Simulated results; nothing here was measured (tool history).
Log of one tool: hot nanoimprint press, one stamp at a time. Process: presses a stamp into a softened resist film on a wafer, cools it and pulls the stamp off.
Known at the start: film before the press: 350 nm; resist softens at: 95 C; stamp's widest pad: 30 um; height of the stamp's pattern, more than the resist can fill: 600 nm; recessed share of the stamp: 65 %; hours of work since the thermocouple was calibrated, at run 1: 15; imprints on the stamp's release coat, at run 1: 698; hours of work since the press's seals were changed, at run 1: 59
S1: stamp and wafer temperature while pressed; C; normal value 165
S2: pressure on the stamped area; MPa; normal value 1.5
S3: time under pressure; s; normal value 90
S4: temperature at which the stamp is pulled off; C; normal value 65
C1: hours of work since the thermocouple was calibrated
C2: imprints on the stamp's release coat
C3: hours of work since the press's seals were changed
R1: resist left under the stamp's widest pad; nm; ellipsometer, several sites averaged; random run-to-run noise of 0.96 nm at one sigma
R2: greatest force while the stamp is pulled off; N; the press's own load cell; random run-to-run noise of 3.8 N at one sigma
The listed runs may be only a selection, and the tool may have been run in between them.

| run | hour | S1 | S2 | S3 | S4 | C1 | C2 | C3 | R1 | R2 |
|---|---|---|---|---|---|---|---|---|---|---|
| 1 | 0 | 165 | 1.5 | 90 | 65 | 15 | 698 | 59 | 137.8 | 237 |
| 2 | 11.5 | 165 | 1.5 | 90 | 65 | 22 | 738 | 66 | 136.8 | 244 |
| 3 | 27.8 | 165 | 1.5 | 90 | 65 | 33 | 796 | 77 | 137.2 | 237 |
| 4 | 34.6 | 165 | 1.5 | 90 | 65 | 38 | 819 | 82 | 135.9 | 241 |
| 5 | 47.5 | 165 | 1.5 | 90 | 65 | 46 | 865 | 90 | 137.2 | 230 |
| 6 | 56.5 | 165 | 1.5 | 90 | 65 | 52 | 896 | 96 | 136.2 | 239 |
| 7 | 67.1 | 165 | 1.5 | 90 | 65 | 59 | 934 | 103 | 136.7 | 236 |
| 8 | 77.9 | 165 | 1.5 | 90 | 65 | 67 | 972 | 111 | 136 | 251 |
| 9 | 90.1 | 165 | 1.5 | 90 | 65 | 75 | 1014 | 119 | 134.6 | 250 |
| 10 | 105.1 | 165 | 1.5 | 90 | 65 | 85 | 1067 | 129 | 136.9 | 247 |
| 11 | 117.8 | 155 | 1.5 | 90 | 65 | 93 | 1112 | 137 | 210.8 | 257 |
|  | 134 | stamp cleaned and given a new release coat |
| 12 | 135.6 | 155 | 1.5 | 90 | 65 | 101 | 6 | 145 | 207.1 | 208 |
| 13 | 148.3 | 166 | 1.5 | 90 | 65 | 109 | 51 | 153 | 129.2 | 221 |
| 14 | 155.4 | 166 | 0.96 | 56 | 65 | 114 | 76 | 158 | 193.1 | 210 |
| 15 | 167.5 | 155 | 1.36 | 159 | 68 | 122 | 118 | 166 | 185.7 | 200 |
| 16 | 182.3 | 155 | 1.36 | 159 | 68 | 132 | 170 | 176 | 186.1 | 207 |
| 17 | 191.5 | 176 | 0.96 | 90 | 54 | 138 | 203 | 182 | 112.6 | 265 |
| 18 | 199.3 | 176 | 0.96 | 52 | 54 | 143 | 230 | 187 | 133.9 | 266 |
| 19 | 208.6 | 176 | 0.96 | 97 | 59 | 149 | 263 | 193 | 107.8 | 240 |
| 20 | 216 | 173 | 1.5 | 47 | 72 | 154 | 288 | 198 | 119.5 | 192 |
| 21 | 230.1 | 159 | 1.18 | 47 | 61 | 164 | 338 | 208 | 233.2 | 231 |

Consider 4 possible next runs. They are alternatives, not a sequence: every one starts from the tool as it was left by run 21. What does each give?
| A | 239.4 | 165 | 1.5 | 90 | 55 | 170 | 371 | 214 | ? | ? |
| B | 239.4 | 165 | 1.5 | 166 | 65 | 170 | 371 | 214 | ? | ? |
| C | 239.4 | 160 | 1.18 | 47 | 59 | 170 | 371 | 214 | ? | ? |
| D | 239.4 | 160 | 1.5 | 90 | 65 | 170 | 371 | 214 | ? | ? |

| run | R1 | R2 |
|---|---|---|
| A | 133.7 | 265 |
| B | 108.1 | 224 |
| C | 226 | 249 |
| D | 166.2 | 216 |
Had the tool no hidden state, the same runs would have come out as:
| run | R1 | R2 |
|---|---|---|
| A | 137.9 | 251 |
| B | 111.7 | 213 |
| C | 231.7 | 236 |
| D | 171.6 | 205 |

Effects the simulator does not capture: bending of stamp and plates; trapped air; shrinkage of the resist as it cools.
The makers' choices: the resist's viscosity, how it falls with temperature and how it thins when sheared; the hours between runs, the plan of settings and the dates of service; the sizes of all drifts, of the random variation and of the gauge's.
